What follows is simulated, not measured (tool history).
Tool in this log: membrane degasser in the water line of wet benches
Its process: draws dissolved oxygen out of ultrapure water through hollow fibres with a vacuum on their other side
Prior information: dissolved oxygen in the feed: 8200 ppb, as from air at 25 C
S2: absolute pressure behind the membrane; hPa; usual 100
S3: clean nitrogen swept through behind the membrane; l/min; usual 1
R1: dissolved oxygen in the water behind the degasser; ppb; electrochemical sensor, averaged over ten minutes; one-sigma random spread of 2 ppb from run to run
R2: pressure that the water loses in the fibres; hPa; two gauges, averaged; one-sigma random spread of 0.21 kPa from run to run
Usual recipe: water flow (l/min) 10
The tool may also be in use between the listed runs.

Run 1, day 0: usual settings. Result: R1 194.1 ppb, R2 495.9 hPa.
Run 2, day 5.971: usual settings but S3 1.41 l/min. Result: R1 152.2 ppb, R2 492.7 hPa.
Run 3, day 9.242: usual settings but S3 1.41 l/min. Result: R1 151.7 ppb, R2 493.1 hPa.
Run 4, day 12.362: usual settings but S3 0.4 l/min. Result: R1 393 ppb, R2 496.3 hPa.
Run 5, day 18.962: usual settings but S3 0.4 l/min. Result: R1 394.1 ppb, R2 491 hPa.
Run 6, day 21.971: usual settings but S2 69 hPa, S3 0.4 l/min. Result: R1 234.4 ppb, R2 491.9 hPa.
Run 7, day 24.742: usual settings but S2 69 hPa, S3 0.4 l/min. Result: R1 236.7 ppb, R2 497 hPa.
Run 8, day 30.388: usual settings but S2 69 hPa, S3 0.4 l/min. Result: R1 228.6 ppb, R2 489.6 hPa.
Run 9, day 34.542: usual settings but S3 2.09 l/min. Result: R1 116.1 ppb, R2 487.5 hPa.
Run 10, day 39.171: usual settings but water flow (l/min) 11. Result: R1 215.5 ppb, R2 538.9 hPa.
Run 11, day 43.483: usual settings but water flow (l/min) 7. Result: R1 132.4 ppb, R2 342.3 hPa.
Run 12, day 48.604: usual settings but water flow (l/min) 7. Result: R1 134.2 ppb, R2 343.6 hPa.
Run 13, day 52.542: usual settings but water flow (l/min) 7. Result: R1 133.4 ppb, R2 344.4 hPa.
Run 14, day 57.529: usual settings but water flow (l/min) 7. Result: R1 133.9 ppb, R2 341.9 hPa.
Run 15, day 62.221: usual settings but water flow (l/min) 7. Result: R1 132.5 ppb, R2 343.7 hPa.
Run 16, day 65.758: usual settings but water flow (l/min) 7. Result: R1 132.5 ppb, R2 345.3 hPa.
Run 17, day 71.508: usual settings but water flow (l/min) 11, S2 99 hPa, S3 2.85 l/min. Result: R1 107 ppb, R2 534.7 hPa.
Run 18, day 75.088: usual settings but water flow (l/min) 11, S2 99 hPa, S3 2.85 l/min. Result: R1 107.4 ppb, R2 539.5 hPa.
Run 19, day 77.867: usual settings but water flow (l/min) 14, S2 92 hPa, S3 2.85 l/min. Result: R1 138.3 ppb, R2 684 hPa.
Run 20, day 82.583: usual settings but water flow (l/min) 14, S2 92 hPa, S3 2.85 l/min. Result: R1 137.8 ppb, R2 688.7 hPa.
Run 21, day 86.579: usual settings but water flow (l/min) 14, S2 92 hPa, S3 2.85 l/min. Result: R1 136.9 ppb, R2 685.5 hPa.
Run 22, day 93.179: usual settings but water flow (l/min) 14, S2 92 hPa, S3 2.4 l/min. Result: R1 149.3 ppb, R2 682 hPa.
Run 23, day 98.175: usual settings but water flow (l/min) 9, S2 92 hPa, S3 1.4 l/min. Result: R1 122.9 ppb, R2 440.3 hPa.
Run 24, day 101.708: usual settings but water flow (l/min) 9, S2 92 hPa, S3 1.4 l/min. Result: R1 126 ppb, R2 437.6 hPa.
Run 25, day 107.704: usual settings but water flow (l/min) 12, S2 195 hPa, S3 1.4 l/min. Result: R1 375.6 ppb, R2 581.8 hPa.
Run 26, day 112.317: usual settings but water flow (l/min) 6, S2 111 hPa, S3 0.84 l/min. Result: R1 149.5 ppb, R2 291.9 hPa.
Run 27, day 117.712: usual settings but water flow (l/min) 6, S2 80 hPa, S3 0.84 l/min. Result: R1 96.2 ppb, R2 288.7 hPa.
Run 28, day 121.638: usual settings but water flow (l/min) 16, S2 80 hPa, S3 0.92 l/min. Result: R1 261.4 ppb, R2 781.3 hPa.
Run 29, day 127.562: usual settings but water flow (l/min) 16, S2 151 hPa, S3 0.6 l/min. Result: R1 704.7 ppb, R2 776.2 hPa.
Run 30, day 132.338: usual settings but water flow (l/min) 6. Result: R1 112.5 ppb, R2 290.5 hPa.
Run 31, day 138.012: usual settings but water flow (l/min) 6. Result: R1 114.5 ppb, R2 289.3 hPa.
Run 32, day 141.012: usual settings but water flow (l/min) 12, S2 172 hPa. Result: R1 427 ppb, R2 577.9 hPa.

Not shown here: 2 entries made in the log between runs. Locate each between two listed runs and compare the hidden state at the listed run before it with the hidden state at the listed run after it:
After run 12, before run 13: vacuum gauge calibrated (day 51.121)
  drift of the gauge itself on loss_of_pressure_kpa, %: -0.72 -> -0.78
  measured result minus the result with no hidden state, R2: -2.2 -> -2.5 hPa
After run 19, before run 20: seals of the vacuum lines changed (day 82.325)
  air that leaks in behind the membrane, l/min: 0.0021 -> 0.002; drift of the gauge itself on loss_of_pressure_kpa, %: -1.16 -> -1.23
  measured result minus the result with no hidden state, R2: -7.4 -> -8 hPa
